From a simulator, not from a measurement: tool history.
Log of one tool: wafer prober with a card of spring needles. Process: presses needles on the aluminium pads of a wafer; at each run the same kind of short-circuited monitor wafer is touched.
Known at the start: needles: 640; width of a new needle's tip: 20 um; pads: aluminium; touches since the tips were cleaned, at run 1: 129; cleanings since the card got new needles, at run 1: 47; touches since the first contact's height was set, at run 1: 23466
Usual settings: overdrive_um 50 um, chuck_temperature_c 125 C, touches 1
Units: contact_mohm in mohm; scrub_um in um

| run | hour | overdrive_um | chuck_temperature_c | touches | touches since the tips were cleaned | cleanings since the card got new needles | touches since the first contact's height was set | contact_mohm | scrub_um |
|---|---|---|---|---|---|---|---|---|---|
| 1 | 0.0 | 50 | 125 | 1 | 129 | 47 | 23466 | 264 | 10.44 |
|  | 3.4 | tips cleaned on abrasive film |
|  | 7.6 | tips cleaned on abrasive film |
| 2 | 11.1 | 50 | 125 | 1 | 1573 | 49 | 28337 | 398 | 10.44 |
|  | 12.1 | tips cleaned on abrasive film |
|  | 16.6 | tips cleaned on abrasive film |
|  | 21.0 | tips cleaned on abrasive film |
|  | 25.1 | tips cleaned on abrasive film |
| 3 | 26.6 | 50 | 125 | 1 | 661 | 53 | 35065 | 318 | 10.38 |
|  | 29.3 | tips cleaned on abrasive film |
|  | 33.7 | tips cleaned on abrasive film |
|  | 38.1 | tips cleaned on abrasive film |
| 4 | 38.2 | 50 | 125 | 1 | 71 | 56 | 40124 | 251 | 10.35 |
|  | 41.8 | tips cleaned on abrasive film |
| 5 | 44.9 | 65 | 125 | 1 | 1386 | 57 | 43049 | 321 | 13.50 |
|  | 45.6 | tips cleaned on abrasive film |
|  | 49.8 | tips cleaned on abrasive film |
|  | 54.2 | tips cleaned on abrasive film |
|  | 58.3 | tips cleaned on abrasive film |
| 6 | 58.3 | 50 | 125 | 1 | 0 | 61 | 48846 | 243 | 10.18 |
|  | 62.5 | tips cleaned on abrasive film |
|  | 66.8 | tips cleaned on abrasive film |
|  | 71.3 | tips cleaned on abrasive film |
| 7 | 73.1 | 50 | 125 | 1 | 789 | 64 | 55327 | 341 | 10.09 |
|  | 75.8 | tips cleaned on abrasive film |
| 8 | 79.2 | 50 | 125 | 1 | 1517 | 65 | 58030 | 403 | 10.15 |
|  | 80.2 | tips cleaned on abrasive film |
|  | 84.7 | tips cleaned on abrasive film |
|  | 89.2 | tips cleaned on abrasive film |
|  | 93.2 | tips cleaned on abrasive film |
| 9 | 93.4 | 50 | 125 | 1 | 105 | 69 | 64183 | 260 | 9.95 |
|  | 97.4 | tips cleaned on abrasive film |
|  | 100.4 | height of the first contact set anew |
|  | 102.0 | tips cleaned on abrasive film |
|  | 106.4 | tips cleaned on abrasive film |
| 10 | 108.6 | 50 | 125 | 1 | 962 | 72 | 3580 | 385 | 9.75 |
|  | 110.5 | tips cleaned on abrasive film |
|  | 114.9 | tips cleaned on abrasive film |
| 11 | 116.8 | 50 | 125 | 1 | 860 | 74 | 7140 | 354 | 9.66 |
|  | 119.1 | tips cleaned on abrasive film |
|  | 123.6 | tips cleaned on abrasive film |
|  | 127.8 | tips cleaned on abrasive film |
| 12 | 128.8 | 50 | 125 | 1 | 432 | 77 | 12373 | 314 | 9.62 |
|  | 132.0 | tips cleaned on abrasive film |
|  | 136.0 | tips cleaned on abrasive film |
|  | 140.3 | tips cleaned on abrasive film |
| 13 | 140.8 | 50 | 125 | 1 | 253 | 80 | 17604 | 298 | 9.53 |
|  | 144.0 | tips cleaned on abrasive film |
|  | 147.7 | tips cleaned on abrasive film |
| 14 | 149.0 | 50 | 125 | 1 | 615 | 82 | 21179 | 346 | 9.52 |
|  | 151.8 | tips cleaned on abrasive film |
|  | 155.9 | tips cleaned on abrasive film |
| 15 | 159.1 | 54 | 103 | 1 | 1434 | 84 | 25599 | 395 | 10.33 |
|  | 160.1 | tips cleaned on abrasive film |
|  | 163.0 | height of the first contact set anew, once more |
|  | 164.8 | tips cleaned on abrasive film |
|  | 168.5 | tips cleaned on abrasive film |
| 16 | 169.5 | 53 | 41 | 2 | 434 | 87 | 2826 | 256 | 11.42 |
|  | 173.0 | tips cleaned on abrasive film |
|  | 177.4 | tips cleaned on abrasive film |
|  | 181.4 | tips cleaned on abrasive film |
| 17 | 181.4 | 56 | 97 | 2 | 0 | 90 | 7983 | 226 | 11.94 |
|  | 185.7 | tips cleaned on abrasive film |
|  | 190.0 | tips cleaned on abrasive film |
|  | 194.5 | tips cleaned on abrasive film |
| 18 | 196.0 | 56 | 97 | 2 | 669 | 93 | 14378 | 274 | 11.94 |
|  | 198.5 | tips cleaned on abrasive film |
|  | 202.5 | tips cleaned on abrasive film |
| 19 | 204.6 | 33 | 47 | 2 | 948 | 95 | 18155 | 437 | 6.90 |
|  | 206.5 | tips cleaned on abrasive film |
|  | 211.0 | tips cleaned on abrasive film |
|  | 215.3 | tips cleaned on abrasive film |
|  | 219.3 | tips cleaned on abrasive film |
| 20 | 219.3 | 50 | 125 | 2 | 0 | 99 | 24502 | 242 | 10.49 |
|  | 223.4 | tips cleaned on abrasive film |
|  | 227.3 | tips cleaned on abrasive film |
|  | 231.6 | tips cleaned on abrasive film |
| 21 | 233.8 | 50 | 29 | 1 | 970 | 102 | 30862 | 359 | 10.37 |
|  | 235.6 | tips cleaned on abrasive film |
|  | 239.6 | tips cleaned on abrasive film |
|  | 243.3 | tips cleaned on abrasive film |
| 22 | 245.6 | 50 | 125 | 2 | 1040 | 105 | 35987 | 318 | 10.36 |
|  | 247.4 | tips cleaned on abrasive film |
|  | 251.5 | tips cleaned on abrasive film |
| 23 | 253.4 | 37 | 80 | 2 | 820 | 107 | 39360 | 361 | 7.47 |
|  | 255.2 | tips cleaned on abrasive film |
|  | 259.3 | tips cleaned on abrasive film |
|  | 263.0 | tips cleaned on abrasive film |
| 24 | 265.1 | 37 | 80 | 2 | 964 | 110 | 44489 | 411 | 7.41 |
|  | 266.9 | tips cleaned on abrasive film |
|  | 271.1 | tips cleaned on abrasive film |
| 25 | 272.7 | 31 | 125 | 2 | 724 | 112 | 47762 | 442 | 6.05 |
|  | 275.2 | tips cleaned on abrasive film |
|  | 279.7 | tips cleaned on abrasive film |
|  | 284.2 | tips cleaned on abrasive film |
| 26 | 286.0 | 40 | 66 | 1 | 807 | 115 | 53574 | 450 | 7.91 |
|  | 287.9 | tips cleaned on abrasive film |
|  | 291.9 | tips cleaned on abrasive film |
|  | 296.0 | tips cleaned on abrasive film |
|  | 299.8 | tips cleaned on abrasive film |
| 27 | 299.8 | 40 | 66 | 1 | 0 | 119 | 59542 | 256 | 7.83 |

Forecast each of these 3 alternatives for the next run:
|  | 303.9 | tips cleaned on abrasive film |
|  | 308.3 | tips cleaned on abrasive film |
| A | 310.3 | 34 | 74 | 2 | 896 | 121 | 64174 | ? | ? |
|  | 303.9 | tips cleaned on abrasive film |
|  | 308.3 | tips cleaned on abrasive film |
| B | 310.3 | 50 | 33 | 1 | 896 | 121 | 64174 | ? | ? |
|  | 303.9 | tips cleaned on abrasive film |
|  | 308.3 | tips cleaned on abrasive film |
| C | 310.3 | 53 | 125 | 1 | 896 | 121 | 64174 | ? | ? |

| run | contact_mohm | scrub_um |
|---|---|---|
| A | 445 | 6.54 |
| B | 373 | 9.99 |
| C | 356 | 10.47 |
Without the tool's hidden state the same runs would have given:
| run | contact_mohm | scrub_um |
|---|---|---|
| A | 225 | 7.39 |
| B | 204 | 10.84 |
| C | 226 | 11.31 |
